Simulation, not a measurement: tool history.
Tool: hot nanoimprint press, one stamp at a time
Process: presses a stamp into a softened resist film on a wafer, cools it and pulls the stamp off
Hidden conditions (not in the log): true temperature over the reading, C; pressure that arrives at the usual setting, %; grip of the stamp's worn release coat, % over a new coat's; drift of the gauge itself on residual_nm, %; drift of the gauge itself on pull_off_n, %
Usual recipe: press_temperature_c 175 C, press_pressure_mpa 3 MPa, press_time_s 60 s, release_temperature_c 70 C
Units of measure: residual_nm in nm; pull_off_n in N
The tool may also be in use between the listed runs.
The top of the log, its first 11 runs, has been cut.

run	day	press_temperature_c	press_pressure_mpa	press_time_s	release_temperature_c	hours of work since the thermocouple was calibrated	imprints on the stamp's release coat	hours of work since the press's seals were changed	residual_nm	pull_off_n
# day 17.629: plate thermocouple calibrated
# day 19.525: stamp cleaned and given a new release coat
12	19.983	175	3	58	70	31	42	1198	104	198
# day 22.738: press's hydraulic seals changed and the load cell set to zero
13	22.738	175	3	58	70	68	260	0	98.3	210
14	25	175	3	60	70	101	464	34	96.3	223
15	26.204	175	3	60	70	119	573	52	96.2	224
# day 27.408: stamp cleaned and given a new release coat
16	27.825	181	3	60	70	140	38	72	76.9	196
# day 28.371: plate thermocouple calibrated, once more
17	29.396	175	3	59	57	15	169	94	106.2	255
18	30.767	165	3	117	70	36	292	114	120.6	217
19	31.925	180	3	117	70	53	397	132	65.6	222
20	33.512	175	2.03	60	78	77	540	155	124.4	203
# day 35.1: stamp cleaned and given a new release coat
21	36.221	175	3.68	88	57	114	101	192	81.5	249
22	38.625	171	2.81	60	66	150	318	228	123.9	234
23	41.071	177	3.65	60	66	186	539	265	87.7	243
# day 42.625: stamp cleaned and given a new release coat
24	43.225	185	3	60	57	215	54	293	71	241
25	45.179	185	3	60	57	244	230	322	71	251
26	47.504	175	3	69	77	278	440	357	97.1	202
27	49.629	167	3.25	97	68	310	632	389	111.9	237
# day 50.204: stamp cleaned and given a new release coat
# day 51.458: plate thermocouple calibrated
28	51.904	169	3.25	71	68	7	143	417	121.6	219
29	53.25	175	2.18	60	56	27	264	437	121.9	258
30	54.55	175	2.18	60	56	46	381	457	121.6	268

Each row is a separate what-if for the run after 30, all from the same tool condition, not one after another. Results?
A	55.879	175	4.6	60	59	66	501	477	?	?
B	55.879	175	3.14	60	58	66	501	477	?	?
C	55.879	177	3	60	70	66	501	477	?	?

run	residual_nm	pull_off_n
A	88	267
B	104.3	266
C	98.4	224
Stripped of hidden state, with their random variation kept, the same runs would have yielded:
run	residual_nm	pull_off_n
A	86	238
B	103.1	237
C	97.4	200

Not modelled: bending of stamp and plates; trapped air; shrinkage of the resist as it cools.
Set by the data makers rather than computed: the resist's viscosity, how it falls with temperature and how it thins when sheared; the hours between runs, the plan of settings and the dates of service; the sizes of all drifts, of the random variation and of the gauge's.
